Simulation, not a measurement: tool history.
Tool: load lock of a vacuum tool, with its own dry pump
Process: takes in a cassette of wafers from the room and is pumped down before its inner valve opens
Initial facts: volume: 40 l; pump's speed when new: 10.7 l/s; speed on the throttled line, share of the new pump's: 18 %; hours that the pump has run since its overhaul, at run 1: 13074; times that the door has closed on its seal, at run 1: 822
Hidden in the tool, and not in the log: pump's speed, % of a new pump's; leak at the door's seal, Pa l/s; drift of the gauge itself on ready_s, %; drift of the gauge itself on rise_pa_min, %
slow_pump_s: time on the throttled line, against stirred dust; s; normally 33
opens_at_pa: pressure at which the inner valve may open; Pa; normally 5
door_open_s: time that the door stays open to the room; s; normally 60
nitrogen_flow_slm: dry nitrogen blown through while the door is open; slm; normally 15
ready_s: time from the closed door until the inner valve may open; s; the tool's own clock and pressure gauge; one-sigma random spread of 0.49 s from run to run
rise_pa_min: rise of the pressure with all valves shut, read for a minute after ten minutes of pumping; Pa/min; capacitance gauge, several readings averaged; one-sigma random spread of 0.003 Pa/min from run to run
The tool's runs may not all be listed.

| run | hour | slow_pump_s | opens_at_pa | door_open_s | nitrogen_flow_slm | hours that the pump has run since its overhaul | times that the door has closed on its seal | incoming humidity of the room's air, % | ready_s | rise_pa_min |
|---|---|---|---|---|---|---|---|---|---|---|
| 1 | 0 | 33 | 5 | 60 | 15 | 13074 | 822 | 42.6 | 64.3 | 0.042 |
| 2 | 65.6 | 33 | 5 | 60 | 15 | 13139 | 934 | 46.4 | 64.2 | 0.042 |
| 3 | 161 | 33 | 5 | 60 | 15 | 13235 | 1097 | 48.2 | 64.8 | 0.046 |
| 4 | 266 | 33 | 5 | 60 | 15 | 13340 | 1277 | 44.9 | 65.4 | 0.042 |
| 5 | 310.4 | 33 | 5 | 60 | 15 | 13384 | 1353 | 40.4 | 64.2 | 0.032 |
| 6 | 382.6 | 33 | 5 | 60 | 15 | 13456 | 1476 | 44.7 | 64.9 | 0.044 |
| 7 | 481.3 | 33 | 5 | 60 | 15 | 13555 | 1645 | 45.8 | 64.7 | 0.045 |
| 8 | 533.1 | 33 | 5 | 60 | 15 | 13607 | 1734 | 48.3 | 64 | 0.048 |
| 9 | 631.3 | 33 | 5 | 60 | 15 | 13705 | 1902 | 44.9 | 65.7 | 0.042 |
| 10 | 683.5 | 33 | 5 | 60 | 15 | 13757 | 1991 | 48.1 | 63.3 | 0.047 |
| 11 | 755.3 | 33 | 5 | 26 | 15 | 13829 | 2114 | 42.7 | 65.3 | 0.033 |
| 12 | 847.6 | 33 | 4 | 60 | 15 | 13921 | 2272 | 44.3 | 65 | 0.044 |
| 13 | 907.3 | 33 | 4 | 60 | 15 | 13981 | 2374 | 45.3 | 65.9 | 0.044 |
| 14 | 1014.6 | 30 | 5 | 60 | 15 | 14088 | 2557 | 40.1 | 61.8 | 0.036 |
| 15 | 1095.2 | 30 | 5 | 60 | 15 | 14169 | 2695 | 46.9 | 61.3 | 0.052 |
| 16 | 1193.1 | 30 | 5 | 60 | 15 | 14267 | 2862 | 44.2 | 61.7 | 0.036 |
| 17 | 1284.9 | 33 | 5 | 60 | 15 | 14359 | 3019 | 44.8 | 64.7 | 0.037 |
| 18 | 1365 | 33 | 5 | 60 | 15 | 14439 | 3157 | 45.2 | 64.8 | 0.044 |
| 19 | 1472.6 | 33 | 5 | 126 | 6 | 14546 | 3340 | 41.4 | 65 | 0.063 |
| 20 | 1537.3 | 28 | 5 | 60 | 10 | 14611 | 3451 | 46.5 | 60 | 0.045 |
| 21 | 1613.7 | 28 | 5 | 60 | 10 | 14687 | 3582 | 44 | 60.8 | 0.048 |
| 22 | 1695.2 | 33 | 8 | 55 | 15 | 14769 | 3721 | 44.1 | 62.8 | 0.043 |
| 23 | 1752 | 33 | 8 | 55 | 15 | 14826 | 3818 | 48 | 62.8 | 0.046 |
| 24 | 1840.1 | 33 | 8 | 55 | 15 | 14914 | 3969 | 44 | 62.5 | 0.035 |
| 25 | 1943.8 | 33 | 8 | 55 | 15 | 15018 | 4146 | 46 | 63.2 | 0.046 |
| 26 | 2027.8 | 39 | 5 | 187 | 15 | 15102 | 4290 | 43.8 | 69.4 | 0.061 |
| 27 | 2105.5 | 33 | 4 | 60 | 9 | 15179 | 4423 | 41.1 | 66 | 0.042 |
| 28 | 2196.7 | 33 | 5 | 180 | 15 | 15271 | 4579 | 46.1 | 63.2 | 0.071 |
| 29 | 2284.4 | 59 | 5 | 86 | 34 | 15358 | 4729 | 45.3 | 85 | 0.038 |
| 30 | 2360.5 | 59 | 5 | 86 | 34 | 15434 | 4859 | 46.5 | 86.1 | 0.041 |
| 31 | 2452.6 | 59 | 5 | 86 | 34 | 15526 | 5017 | 38.2 | 85.8 | 0.032 |
| 32 | 2508.3 | 59 | 5 | 86 | 34 | 15582 | 5112 | 47 | 85 | 0.037 |
| 33 | 2576.8 | 59 | 5 | 86 | 34 | 15651 | 5229 | 46.8 | 86 | 0.034 |
| 34 | 2666.4 | 51 | 5 | 124 | 9 | 15740 | 5382 | 46.8 | 80.2 | 0.065 |
| 35 | 2737.2 | 51 | 5 | 124 | 9 | 15811 | 5503 | 45.2 | 79.2 | 0.061 |
| 36 | 2806.6 | 42 | 5 | 82 | 32 | 15880 | 5622 | 44.8 | 71.6 | 0.039 |

Branching from run 36: 5 alternative next runs. What would each branch give?
| A | 2914.2 | 42 | 6 | 104 | 19 | 15988 | 5806 | 43.6 | ? | ? |
| B | 2914.2 | 31 | 5 | 123 | 36 | 15988 | 5806 | 45.9 | ? | ? |
| C | 2914.2 | 25 | 7 | 65 | 15 | 15988 | 5806 | 45.6 | ? | ? |
| D | 2914.2 | 52 | 4 | 211 | 32 | 15988 | 5806 | 45.8 | ? | ? |
| E | 2914.2 | 42 | 7 | 82 | 34 | 15988 | 5806 | 46.4 | ? | ? |

| run | ready_s | rise_pa_min |
|---|---|---|
| A | 70.7 | 0.049 |
| B | 62.7 | 0.043 |
| C | 56.9 | 0.039 |
| D | 81.3 | 0.055 |
| E | 71.1 | 0.041 |
Without the tool's unlogged condition, the same runs would have read:
| run | ready_s | rise_pa_min |
|---|---|---|
| A | 70.7 | 0.049 |
| B | 62.7 | 0.043 |
| C | 56.9 | 0.039 |
| D | 81.3 | 0.055 |
| E | 71.1 | 0.041 |
